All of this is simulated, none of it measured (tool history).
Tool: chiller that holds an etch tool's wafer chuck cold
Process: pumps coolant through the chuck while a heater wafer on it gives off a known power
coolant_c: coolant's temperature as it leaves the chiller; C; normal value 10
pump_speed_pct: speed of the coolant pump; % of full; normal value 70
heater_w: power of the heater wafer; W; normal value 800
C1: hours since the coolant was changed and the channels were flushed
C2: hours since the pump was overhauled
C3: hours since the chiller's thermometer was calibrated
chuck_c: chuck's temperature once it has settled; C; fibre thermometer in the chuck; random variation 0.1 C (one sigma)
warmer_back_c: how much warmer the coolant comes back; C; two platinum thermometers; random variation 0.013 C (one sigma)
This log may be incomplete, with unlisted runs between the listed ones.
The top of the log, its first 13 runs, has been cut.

Run 14, hour 322.7: usual settings; C1 2804; C2 1067; C3 2891. Result: chuck_c 18.3 C, warmer_back_c 1.96 C.
Run 15, hour 341.0: usual settings; C1 2822; C2 1086; C3 2909. Result: chuck_c 18.3 C, warmer_back_c 1.97 C.
Run 16, hour 362.9: usual settings; C1 2844; C2 1108; C3 2931. Result: chuck_c 18.4 C, warmer_back_c 1.95 C.
Run 17, hour 387.2: usual settings but coolant_c 13 C, pump_speed_pct 82 % of full, heater_w 437 W; C1 2868; C2 1132; C3 2955. Result: chuck_c 17.0 C, warmer_back_c 0.90 C.
Run 18, hour 418.6: usual settings but coolant_c 13 C, pump_speed_pct 82 % of full, heater_w 437 W; C1 2900; C2 1163; C3 2987. Result: chuck_c 17.3 C, warmer_back_c 0.90 C.
Run 19, hour 450.9: usual settings but coolant_c 17 C, heater_w 636 W; C1 2932; C2 1196; C3 3019. Result: chuck_c 23.8 C, warmer_back_c 1.55 C.
Run 20, hour 470.9: usual settings but coolant_c 17 C, heater_w 636 W; C1 2952; C2 1216; C3 3039. Result: chuck_c 23.6 C, warmer_back_c 1.55 C.
At hour 473.3: chiller's thermometer calibrated.
Run 21, hour 501.9: usual settings but coolant_c 17 C, heater_w 636 W; C1 2982; C2 1246; C3 29. Result: chuck_c 24.1 C, warmer_back_c 1.52 C.
Run 22, hour 533.0: usual settings but coolant_c 17 C, heater_w 636 W; C1 3013; C2 1277; C3 60. Result: chuck_c 23.9 C, warmer_back_c 1.56 C.
Run 23, hour 565.0: usual settings but pump_speed_pct 74 % of full; C1 3045; C2 1309; C3 92. Result: chuck_c 18.1 C, warmer_back_c 1.83 C.
Run 24, hour 585.2: usual settings but coolant_c 2 C, pump_speed_pct 67 % of full, heater_w 491 W; C1 3065; C2 1329; C3 112. Result: chuck_c 7.8 C, warmer_back_c 1.26 C.
Run 25, hour 601.8: usual settings but coolant_c 2 C, pump_speed_pct 67 % of full, heater_w 491 W; C1 3082; C2 1345; C3 129. Result: chuck_c 7.8 C, warmer_back_c 1.25 C.
Run 26, hour 616.2: usual settings but coolant_c 2 C, pump_speed_pct 67 % of full, heater_w 491 W; C1 3096; C2 1360; C3 143. Result: chuck_c 7.8 C, warmer_back_c 1.27 C.
At hour 630.4: chiller's thermometer calibrated, once more.
Run 27, hour 635.0: usual settings but pump_speed_pct 87 % of full, heater_w 889 W; C1 3114; C2 1378; C3 5. Result: chuck_c 17.4 C, warmer_back_c 1.76 C.
Run 28, hour 655.0: usual settings but pump_speed_pct 87 % of full, heater_w 889 W; C1 3134; C2 1398; C3 25. Result: chuck_c 17.5 C, warmer_back_c 1.76 C.
Run 29, hour 671.9: usual settings but coolant_c 7 C, heater_w 890 W; C1 3151; C2 1415; C3 41. Result: chuck_c 15.9 C, warmer_back_c 2.18 C.
Run 30, hour 700.8: usual settings but coolant_c 7 C, pump_speed_pct 91 % of full, heater_w 413 W; C1 3180; C2 1443; C3 70. Result: chuck_c 10.5 C, warmer_back_c 0.77 C.
Run 31, hour 727.9: usual settings but coolant_c 1 C; C1 3207; C2 1471; C3 97. Result: chuck_c 9.0 C, warmer_back_c 1.95 C.

Here are 5 independent what-if runs from the current tool condition. What would each one return?
Run A, hour 749.6: usual settings but coolant_c 8 C, pump_speed_pct 93 % of full; C1 3229; C2 1492; C3 119. Result: chuck_c ?, warmer_back_c ?.
Run B, hour 749.6: usual settings but coolant_c 7 C; C1 3229; C2 1492; C3 119. Result: chuck_c ?, warmer_back_c ?.
Run C, hour 749.6: usual settings but coolant_c 6 C, heater_w 585 W; C1 3229; C2 1492; C3 119. Result: chuck_c ?, warmer_back_c ?.
Run D, hour 749.6: usual settings but pump_speed_pct 93 % of full; C1 3229; C2 1492; C3 119. Result: chuck_c ?, warmer_back_c ?.
Run E, hour 749.6: usual settings but coolant_c 1 C, pump_speed_pct 66 % of full; C1 3229; C2 1492; C3 119. Result: chuck_c ?, warmer_back_c ?.

run  chuck_c  warmer_back_c
  A     14.5           1.49
  B     14.9           1.95
  C     11.7           1.43
  D     16.3           1.51
  E      9.3           2.11
With the hidden condition removed and each run's random variation left untouched, the same runs would have given:
run  chuck_c  warmer_back_c
  A     14.2           1.48
  B     14.6           1.94
  C     11.4           1.43
  D     16.1           1.51
  E      9.0           2.10

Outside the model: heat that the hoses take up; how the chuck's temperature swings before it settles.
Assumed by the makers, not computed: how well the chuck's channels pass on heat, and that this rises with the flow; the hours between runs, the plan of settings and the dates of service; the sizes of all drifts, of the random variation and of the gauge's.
